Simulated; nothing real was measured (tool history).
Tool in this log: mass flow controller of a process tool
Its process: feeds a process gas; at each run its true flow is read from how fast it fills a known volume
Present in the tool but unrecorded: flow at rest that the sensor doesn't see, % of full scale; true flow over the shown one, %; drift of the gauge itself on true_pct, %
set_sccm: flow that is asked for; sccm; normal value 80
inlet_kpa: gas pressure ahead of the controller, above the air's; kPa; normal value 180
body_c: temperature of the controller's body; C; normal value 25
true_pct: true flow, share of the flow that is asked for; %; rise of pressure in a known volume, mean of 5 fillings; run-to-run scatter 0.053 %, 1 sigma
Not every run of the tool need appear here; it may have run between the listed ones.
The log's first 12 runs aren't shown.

run    hour  set_sccm  inlet_kpa  body_c  hours of work since the controller was set to zero  hours of work since the controller was changed  true_pct
 13   743.5        80        174      25                                                 625                                             625     99.12
 14     804        80        174      25                                                 670                                             670     99.18
 15   860.3        80        174      25                                                 711                                             711     99.15
 16   934.4        80        174      25                                                 765                                             765     99.13
 17   999.6        80        180      20                                                 813                                             813     98.62
 18  1036.9        94        180      20                                                 840                                             840     99.05
 19  1083.4        94        180      20                                                 874                                             874      99.1
 20  1165.6        94        180      20                                                 934                                             934     99.11
 21  1228.6        94        180      20                                                 980                                             980     99.11
 22  1274.6        94        180      36                                                1014                                            1014    100.74
 23  1326.1        94        180      36                                                1051                                            1051    100.77
 24  1383.3        94        180      36                                                1093                                            1093    100.81
 25  1429.1        94        180      24                                                1126                                            1126      99.5
 26  1478.6        17        147      29                                                1163                                            1163     98.41
 27  1521.4        80        257      36                                                1194                                            1194    100.58
 28  1564.1        11        188      31                                                1225                                            1225     99.35
 29  1612.7        50        219      27                                                1261                                            1261     98.79
 30  1678.3        50        235      24                                                1309                                            1309     98.53
 31    1726        50        235      24                                                1343                                            1343     98.59
 32  1776.2        80        194      23                                                1380                                            1380     99.09
 33  1830.7        18        194      23                                                1420                                            1420     98.18
 34  1871.5        56        256      21                                                1450                                            1450     98.51

The next listed run, before its measurement:
 35  1921.6        56        256      21                                                1486                                            1486         ?

Run 35 came out at true_pct 98.37 %.
Minus the tool's unlogged condition, the same run would have read true_pct 98.25 %.

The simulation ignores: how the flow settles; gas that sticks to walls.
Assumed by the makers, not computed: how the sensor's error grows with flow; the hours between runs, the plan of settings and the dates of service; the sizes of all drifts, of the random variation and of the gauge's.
